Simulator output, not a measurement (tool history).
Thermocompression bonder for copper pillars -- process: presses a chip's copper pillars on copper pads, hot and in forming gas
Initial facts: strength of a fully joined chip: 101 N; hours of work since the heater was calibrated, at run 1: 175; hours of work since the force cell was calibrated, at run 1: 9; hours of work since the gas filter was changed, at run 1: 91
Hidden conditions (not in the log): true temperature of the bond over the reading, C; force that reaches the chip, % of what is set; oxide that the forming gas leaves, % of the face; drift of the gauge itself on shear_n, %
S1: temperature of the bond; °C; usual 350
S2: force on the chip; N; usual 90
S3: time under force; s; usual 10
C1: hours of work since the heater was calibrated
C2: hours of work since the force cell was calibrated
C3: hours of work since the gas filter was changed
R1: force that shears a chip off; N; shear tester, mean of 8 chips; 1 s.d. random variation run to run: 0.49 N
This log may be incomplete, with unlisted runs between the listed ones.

run 1 hour=0 | S1=350 S2=90 S3=10 | C1=175 C2=9 C3=91 | R1=53.8
run 2 hour=41.4 | S1=350 S2=90 S3=10 | C1=201 C2=35 C3=117 | R1=52.7
run 3 hour=72.2 | S1=350 S2=90 S3=10 | C1=221 C2=55 C3=137 | R1=53.4
run 4 hour=96.7 | S1=350 S2=90 S3=10 | C1=236 C2=71 C3=153 | R1=53.4
run 5 hour=116.6 | S1=350 S2=90 S3=10 | C1=249 C2=84 C3=165 | R1=53.6
run 6 hour=142.3 | S1=350 S2=90 S3=10 | C1=266 C2=100 C3=182 | R1=51.9
run 7 hour=172.7 | S1=364 S2=90 S3=10 | C1=285 C2=120 C3=201 | R1=59.5
run 8 hour=216.1 | S1=364 S2=90 S3=10 | C1=313 C2=147 C3=229 | R1=57.7
run 9 hour=239.9 | S1=364 S2=90 S3=10 | C1=328 C2=163 C3=244 | R1=58.6
run 10 hour=263.4 | S1=350 S2=90 S3=10 | C1=343 C2=178 C3=259 | R1=52.2
-- hour=301.6 forming gas filter changed
run 11 hour=307.3 | S1=350 S2=90 S3=10 | C1=371 C2=206 C3=4 | R1=54.3
run 12 hour=344.7 | S1=350 S2=90 S3=10 | C1=395 C2=229 C3=28 | R1=54.8
run 13 hour=377.6 | S1=368 S2=93 S3=23 | C1=416 C2=251 C3=49 | R1=77.1
run 14 hour=419.8 | S1=368 S2=93 S3=23 | C1=443 C2=278 C3=76 | R1=77.8
run 15 hour=454.4 | S1=344 S2=93 S3=20 | C1=465 C2=300 C3=98 | R1=64.3
run 16 hour=486.1 | S1=344 S2=93 S3=20 | C1=486 C2=320 C3=118 | R1=64.9
run 17 hour=508.7 | S1=344 S2=93 S3=20 | C1=500 C2=335 C3=133 | R1=63.6
-- hour=528.2 heater calibrated with a thermocouple chip
run 18 hour=554.2 | S1=380 S2=73 S3=6 | C1=17 C2=362 C3=160 | R1=46.2
run 19 hour=582.8 | S1=380 S2=73 S3=6 | C1=35 C2=381 C3=179 | R1=46.8
run 20 hour=614 | S1=380 S2=73 S3=6 | C1=55 C2=401 C3=199 | R1=46.5
run 21 hour=658.7 | S1=380 S2=73 S3=6 | C1=84 C2=429 C3=227 | R1=46.8
run 22 hour=702.9 | S1=380 S2=73 S3=12 | C1=112 C2=458 C3=256 | R1=57.6
run 23 hour=732.7 | S1=380 S2=73 S3=12 | C1=131 C2=477 C3=275 | R1=57.9

Each row is a separate what-if for the run after 23, all from the same tool condition, not one after another. Results?
-- hour=745.8 forming gas filter changed
run A hour=760 | S1=351 S2=73 S3=12 | C1=148 C2=494 C3=9 | R1=?
-- hour=745.8 forming gas filter changed
run B hour=760 | S1=378 S2=92 S3=12 | C1=148 C2=494 C3=9 | R1=?
-- hour=745.8 forming gas filter changed
run C hour=760 | S1=350 S2=59 S3=10 | C1=148 C2=494 C3=9 | R1=?

run=A R1=49
run=B R1=71.6
run=C R1=36.3
Without the tool's hidden state the same runs would have given:
run=A R1=48.3
run=B R1=70.8
run=C R1=35.7
